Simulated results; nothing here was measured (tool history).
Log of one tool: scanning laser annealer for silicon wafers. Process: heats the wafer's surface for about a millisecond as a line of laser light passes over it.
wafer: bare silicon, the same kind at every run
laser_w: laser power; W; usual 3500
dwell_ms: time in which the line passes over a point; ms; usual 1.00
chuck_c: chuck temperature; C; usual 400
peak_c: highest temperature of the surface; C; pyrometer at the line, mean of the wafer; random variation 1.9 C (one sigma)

| run | hour | laser_w | dwell_ms | chuck_c | peak_c |
|---|---|---|---|---|---|
| 1 | 0.0 | 3500 | 1.00 | 400 | 1155 |
| 2 | 23.2 | 3500 | 1.00 | 397 | 1157 |
| 3 | 44.7 | 3500 | 1.00 | 400 | 1152 |
| 4 | 64.8 | 3500 | 1.00 | 400 | 1156 |
| 5 | 81.9 | 3500 | 1.00 | 400 | 1155 |
| 6 | 95.8 | 3500 | 1.00 | 400 | 1150 |
| 7 | 115.6 | 3500 | 1.00 | 416 | 1169 |
| 8 | 130.9 | 2984 | 1.00 | 400 | 1024 |
| 9 | 146.9 | 3500 | 1.00 | 400 | 1150 |
| 10 | 173.9 | 3500 | 1.00 | 427 | 1184 |
| 11 | 202.2 | 3500 | 1.00 | 427 | 1183 |
| 12 | 229.4 | 3409 | 1.00 | 400 | 1130 |
|  | 236.7 | window over the wafer cleaned |
| 13 | 259.2 | 3409 | 0.86 | 392 | 1087 |
| 14 | 272.3 | 3763 | 1.00 | 400 | 1233 |
| 15 | 298.6 | 3749 | 0.98 | 384 | 1206 |
| 16 | 327.2 | 3749 | 0.82 | 384 | 1147 |
| 17 | 341.3 | 3749 | 0.82 | 384 | 1146 |
| 18 | 363.4 | 3749 | 0.82 | 395 | 1159 |
| 19 | 381.5 | 3749 | 0.82 | 395 | 1156 |
| 20 | 394.4 | 3500 | 1.25 | 400 | 1236 |
| 21 | 421.4 | 3500 | 1.00 | 439 | 1204 |
| 22 | 446.0 | 3500 | 1.00 | 439 | 1201 |

Some steps in peak_c between neighbouring runs. How much of each would the tool show without its hidden state too (settings, what came in, random variation), and how much is left for the hidden state, with any gauge scatter that isn't in both results?
The hidden state here: light that passes the window, % of a clean one's; laser's true power over the reading, %; width of the line over the set one, %; drift of the gauge itself on peak_c, C.
Run 7 -> 8: laser_w 3500 -> 2984, chuck_c 416 -> 400. peak_c -145 C: hidden state +4, all else -149.
Run 8 -> 9: laser_w 2984 -> 3500. peak_c +126 C: hidden state -5, all else +131.
Run 12 -> 13: dwell_ms 1.00 -> 0.86, chuck_c 400 -> 392, window over the wafer cleaned. peak_c -43 C: hidden state +12, all else -55.
Run 13 -> 14: laser_w 3409 -> 3763, dwell_ms 0.86 -> 1.00, chuck_c 392 -> 400. peak_c +146 C: hidden state -2, all else +148.

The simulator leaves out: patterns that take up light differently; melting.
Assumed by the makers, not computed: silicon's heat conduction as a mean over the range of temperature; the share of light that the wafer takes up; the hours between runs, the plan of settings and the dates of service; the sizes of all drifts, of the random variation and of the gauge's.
